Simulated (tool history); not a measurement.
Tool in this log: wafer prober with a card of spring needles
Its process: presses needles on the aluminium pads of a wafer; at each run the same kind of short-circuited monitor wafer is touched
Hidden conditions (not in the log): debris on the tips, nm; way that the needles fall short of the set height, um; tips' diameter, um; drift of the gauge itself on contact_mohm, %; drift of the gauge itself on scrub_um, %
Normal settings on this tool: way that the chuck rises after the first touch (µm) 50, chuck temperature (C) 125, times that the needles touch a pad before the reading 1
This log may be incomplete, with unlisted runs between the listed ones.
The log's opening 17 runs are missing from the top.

run,day,way that the chuck rises after the first touch (µm),chuck temperature (C),times that the needles touch a pad before the reading,touches since the tips were cleaned,cleanings since the card got new needles,touches since the first contact's height was set,resistance of one needle with its contact and lead (mohm),way that a needle slides on the pad (µm)
# day 4.954: tips cleaned on abrasive film
18,5.029,59,125,1,401,24,88369,242,14.52
19,5.217,59,125,1,1367,24,89335,243,14.41
20,5.55,51,42,2,3098,24,91066,225,12.4
# day 5.579: tips cleaned on abrasive film
21,5.921,51,42,2,1786,25,92993,224,12.4
# day 6.208: tips cleaned on abrasive film
22,6.333,47,78,1,647,26,95108,234,11.45
23,6.708,47,78,1,2613,26,97074,235,11.44
# day 6.842: tips cleaned on abrasive film
24,7.046,47,78,1,1047,27,98798,234,11.46
25,7.296,54,70,1,2363,27,100114,228,13.08
# day 7.479: tips cleaned on abrasive film
26,7.479,69,92,1,0,28,101032,227,16.72
27,7.825,53,111,1,1821,28,102853,242,12.82
28,8.054,53,111,1,3018,28,104050,244,12.85
# day 8.104: tips cleaned on abrasive film
29,8.362,36,111,2,1352,29,105629,254,8.76
# day 8.733: tips cleaned on abrasive film
30,8.788,50,40,2,274,30,107817,224,12.11
31,9.083,31,83,1,1828,30,109371,250,7.5

What does the tool deliver on the next run?
# day 9.379: tips cleaned on abrasive film
32,9.408,51,56,3,152,31,111036,?,?

resistance of one needle with its contact and lead (mohm): 225
way that a needle slides on the pad (µm): 12.36
On a tool with no hidden condition, and with the same random variation, this run would have come out at resistance of one needle with its contact and lead (mohm) 224, way that a needle slides on the pad (µm) 12.64.

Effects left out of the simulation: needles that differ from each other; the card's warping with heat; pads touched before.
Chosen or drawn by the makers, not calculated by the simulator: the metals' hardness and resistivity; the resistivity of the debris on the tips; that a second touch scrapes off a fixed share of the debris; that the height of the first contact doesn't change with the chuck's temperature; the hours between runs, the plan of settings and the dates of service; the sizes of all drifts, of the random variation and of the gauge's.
